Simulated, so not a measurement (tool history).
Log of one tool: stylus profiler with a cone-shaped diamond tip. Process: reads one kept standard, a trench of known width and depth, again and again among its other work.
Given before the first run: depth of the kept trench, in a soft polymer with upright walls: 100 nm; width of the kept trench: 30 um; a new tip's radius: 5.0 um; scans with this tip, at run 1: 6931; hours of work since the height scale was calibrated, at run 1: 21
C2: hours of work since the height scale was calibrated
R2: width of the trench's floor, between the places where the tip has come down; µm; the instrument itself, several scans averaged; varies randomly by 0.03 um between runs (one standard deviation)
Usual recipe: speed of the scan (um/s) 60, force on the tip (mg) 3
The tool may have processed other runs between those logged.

Run 1, hour 0: usual settings; scans with this tip 6931; C2 21. Result: depth of the trench (nm) 100.73, R2 27.32 µm.
Run 2, hour 119.6: usual settings; scans with this tip 7277; C2 90. Result: depth of the trench (nm) 100.74, R2 27.34 µm.
Run 3, hour 232: usual settings; scans with this tip 7603; C2 154. Result: depth of the trench (nm) 100.9, R2 27.34 µm.
Run 4, hour 284.2: usual settings; scans with this tip 7754; C2 183. Result: depth of the trench (nm) 100.93, R2 27.32 µm.
Run 5, hour 375.3: usual settings; scans with this tip 8018; C2 235. Result: depth of the trench (nm) 100.87, R2 27.3 µm.
Run 6, hour 435.5: usual settings but speed of the scan (um/s) 53; scans with this tip 8192; C2 269. Result: depth of the trench (nm) 100.92, R2 27.32 µm.
Run 7, hour 491.5: usual settings but speed of the scan (um/s) 53; scans with this tip 8354; C2 301. Result: depth of the trench (nm) 100.92, R2 27.33 µm.
Run 8, hour 576.9: usual settings but speed of the scan (um/s) 53; scans with this tip 8601; C2 350. Result: depth of the trench (nm) 100.9, R2 27.33 µm.
Run 9, hour 674.7: usual settings but force on the tip (mg) 1.18; scans with this tip 8885; C2 406. Result: depth of the trench (nm) 100.71, R2 27.13 µm.
Run 10, hour 799.5: usual settings but speed of the scan (um/s) 87; scans with this tip 9246; C2 477. Result: depth of the trench (nm) 100.97, R2 27.15 µm.
Run 11, hour 859.9: usual settings but force on the tip (mg) 8.51; scans with this tip 9421; C2 511. Result: depth of the trench (nm) 101.82, R2 27.31 µm.
Run 12, hour 952: usual settings but force on the tip (mg) 8.51; scans with this tip 9688; C2 564. Result: depth of the trench (nm) 101.75, R2 27.31 µm.
Run 13, hour 1044.1: usual settings but force on the tip (mg) 8.51; scans with this tip 9954; C2 616. Result: depth of the trench (nm) 101.86, R2 27.24 µm.
At hour 1055.9: height scale calibrated on a step standard.
Run 14, hour 1112.5: usual settings but force on the tip (mg) 8.51; scans with this tip 10151; C2 32. Result: depth of the trench (nm) 101.94, R2 27.3 µm.
Run 15, hour 1239: usual settings but force on the tip (mg) 8.51; scans with this tip 10517; C2 104. Result: depth of the trench (nm) 102, R2 27.3 µm.
Run 16, hour 1335.8: usual settings but force on the tip (mg) 8.51; scans with this tip 10797; C2 159. Result: depth of the trench (nm) 102.04, R2 27.27 µm.
At hour 1382.2: height scale calibrated on a step standard, once more.
Run 17, hour 1450.5: usual settings but speed of the scan (um/s) 21, force on the tip (mg) 5.66; scans with this tip 11128; C2 39. Result: depth of the trench (nm) 101.13, R2 27.26 µm.
Run 18, hour 1522.8: usual settings but speed of the scan (um/s) 92, force on the tip (mg) 1.84; scans with this tip 11337; C2 80. Result: depth of the trench (nm) 100.55, R2 26.94 µm.
Run 19, hour 1612.9: usual settings but speed of the scan (um/s) 61, force on the tip (mg) 7.88; scans with this tip 11598; C2 131. Result: depth of the trench (nm) 101.44, R2 27.18 µm.
Run 20, hour 1714.9: usual settings but speed of the scan (um/s) 52; scans with this tip 11894; C2 189. Result: depth of the trench (nm) 100.84, R2 27.14 µm.
Run 21, hour 1788.8: usual settings but speed of the scan (um/s) 165, force on the tip (mg) 5.41; scans with this tip 12108; C2 232. Result: depth of the trench (nm) 101.22, R2 26.86 µm.
Run 22, hour 1884.4: usual settings but speed of the scan (um/s) 165, force on the tip (mg) 2.49; scans with this tip 12385; C2 286. Result: depth of the trench (nm) 100.72, R2 26.68 µm.
Run 23, hour 1952.5: usual settings but speed of the scan (um/s) 29, force on the tip (mg) 7.46; scans with this tip 12582; C2 325. Result: depth of the trench (nm) 101.53, R2 27.17 µm.
Run 24, hour 2076.8: usual settings but speed of the scan (um/s) 125, force on the tip (mg) 4.54; scans with this tip 12942; C2 396. Result: depth of the trench (nm) 101.12, R2 26.88 µm.
Run 25, hour 2195.6: usual settings but speed of the scan (um/s) 74, force on the tip (mg) 4.54; scans with this tip 13285; C2 463. Result: depth of the trench (nm) 101.19, R2 27.02 µm.
Run 26, hour 2263.4: usual settings but speed of the scan (um/s) 24, force on the tip (mg) 2.95; scans with this tip 13482; C2 502. Result: depth of the trench (nm) 101, R2 27.19 µm.
Run 27, hour 2316.9: usual settings but speed of the scan (um/s) 24, force on the tip (mg) 2.95; scans with this tip 13637; C2 532. Result: depth of the trench (nm) 101.06, R2 27.11 µm.

Consider 4 possible next runs. They are alternatives, not a sequence: every one starts from the tool as it was left by run 27. What does each give?
Run A, hour 2398.9: usual settings but speed of the scan (um/s) 16, force on the tip (mg) 5.01; scans with this tip 13874; C2 579. Result: depth of the trench (nm) ?, R2 ?.
Run B, hour 2398.9: usual settings but speed of the scan (um/s) 80, force on the tip (mg) 2.95; scans with this tip 13874; C2 579. Result: depth of the trench (nm) ?, R2 ?.
Run C, hour 2398.9: usual settings but speed of the scan (um/s) 24, force on the tip (mg) 6.78; scans with this tip 13874; C2 579. Result: depth of the trench (nm) ?, R2 ?.
Run D, hour 2398.9: usual settings but speed of the scan (um/s) 76, force on the tip (mg) 2.01; scans with this tip 13874; C2 579. Result: depth of the trench (nm) ?, R2 ?.

run  depth of the trench (nm)     R2
  A                    101.36  27.14
  B                    101.05  26.94
  C                    101.65  27.15
  D                    100.91  26.88
Without the tool's hidden state the same runs would have given:
run  depth of the trench (nm)     R2
  A                    101.01  27.93
  B                    100.71  27.73
  C                    101.31  27.94
  D                    100.56  27.67
